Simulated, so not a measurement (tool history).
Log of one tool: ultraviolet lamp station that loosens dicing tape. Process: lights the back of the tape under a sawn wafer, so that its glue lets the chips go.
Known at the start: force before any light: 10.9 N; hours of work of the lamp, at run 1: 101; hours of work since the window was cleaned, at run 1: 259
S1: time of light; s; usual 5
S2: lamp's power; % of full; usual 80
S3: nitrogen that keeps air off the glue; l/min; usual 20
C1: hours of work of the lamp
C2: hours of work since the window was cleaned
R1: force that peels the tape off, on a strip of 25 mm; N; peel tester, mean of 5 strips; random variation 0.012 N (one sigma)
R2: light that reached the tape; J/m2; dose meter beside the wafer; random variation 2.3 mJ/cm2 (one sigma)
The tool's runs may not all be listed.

{"run": 1, "hour": 0.0, "S1": 5, "S2": 80, "S3": 20, "C1": 101, "C2": 259, "R1": 0.704, "R2": 2150}
{"run": 2, "hour": 7.7, "S1": 5, "S2": 80, "S3": 20, "C1": 106, "C2": 264, "R1": 0.688, "R2": 2210}
{"run": 3, "hour": 18.0, "S1": 5, "S2": 80, "S3": 20, "C1": 112, "C2": 271, "R1": 0.707, "R2": 2180}
{"run": 4, "hour": 29.4, "S1": 5, "S2": 80, "S3": 20, "C1": 120, "C2": 278, "R1": 0.699, "R2": 2190}
{"run": 5, "hour": 42.2, "S1": 5, "S2": 80, "S3": 9, "C1": 127, "C2": 286, "R1": 1.11, "R2": 2160}
{"run": 6, "hour": 54.4, "S1": 5, "S2": 80, "S3": 21, "C1": 135, "C2": 293, "R1": 0.721, "R2": 2140}
{"run": 7, "hour": 61.3, "S1": 5, "S2": 80, "S3": 21, "C1": 139, "C2": 297, "R1": 0.692, "R2": 2160}
{"run": 8, "hour": 69.6, "S1": 5, "S2": 89, "S3": 22, "C1": 144, "C2": 302, "R1": 0.521, "R2": 2380}
{"hour": 70.9, "done": "window cleaned of glue's vapour"}
{"run": 9, "hour": 81.1, "S1": 5, "S2": 82, "S3": 12, "C1": 151, "C2": 6, "R1": 0.94, "R2": 2170}
{"run": 10, "hour": 88.9, "S1": 5, "S2": 80, "S3": 32, "C1": 156, "C2": 11, "R1": 0.584, "R2": 2120}
{"hour": 97.6, "done": "window cleaned of glue's vapour, once more"}
{"run": 11, "hour": 98.1, "S1": 5, "S2": 80, "S3": 32, "C1": 161, "C2": 0, "R1": 0.484, "R2": 2290}
{"run": 12, "hour": 110.3, "S1": 8, "S2": 80, "S3": 6, "C1": 169, "C2": 8, "R1": 0.403, "R2": 3610}
{"run": 13, "hour": 122.2, "S1": 6, "S2": 81, "S3": 7, "C1": 176, "C2": 15, "R1": 0.75, "R2": 2730}

4 ways to go on from here, each from the tool as it stands after run 13. What would each give?
{"run": "A", "hour": 130.7, "S1": 2, "S2": 85, "S3": 6, "C1": 182, "C2": 20, "R1": "?", "R2": "?"}
{"run": "B", "hour": 130.7, "S1": 3, "S2": 80, "S3": 20, "C1": 182, "C2": 20, "R1": "?", "R2": "?"}
{"run": "C", "hour": 130.7, "S1": 5, "S2": 80, "S3": 34, "C1": 182, "C2": 20, "R1": "?", "R2": "?"}
{"run": "D", "hour": 130.7, "S1": 6, "S2": 72, "S3": 7, "C1": 182, "C2": 20, "R1": "?", "R2": "?"}

run=A R1=4.465 R2=970
run=B R1=1.883 R2=1340
run=C R1=0.475 R2=2240
run=D R1=0.984 R2=2430
Without the tool's hidden state the same runs would have given:
run=A R1=4.290 R2=1010
run=B R1=1.747 R2=1400
run=C R1=0.419 R2=2340
run=D R1=0.890 R2=2540
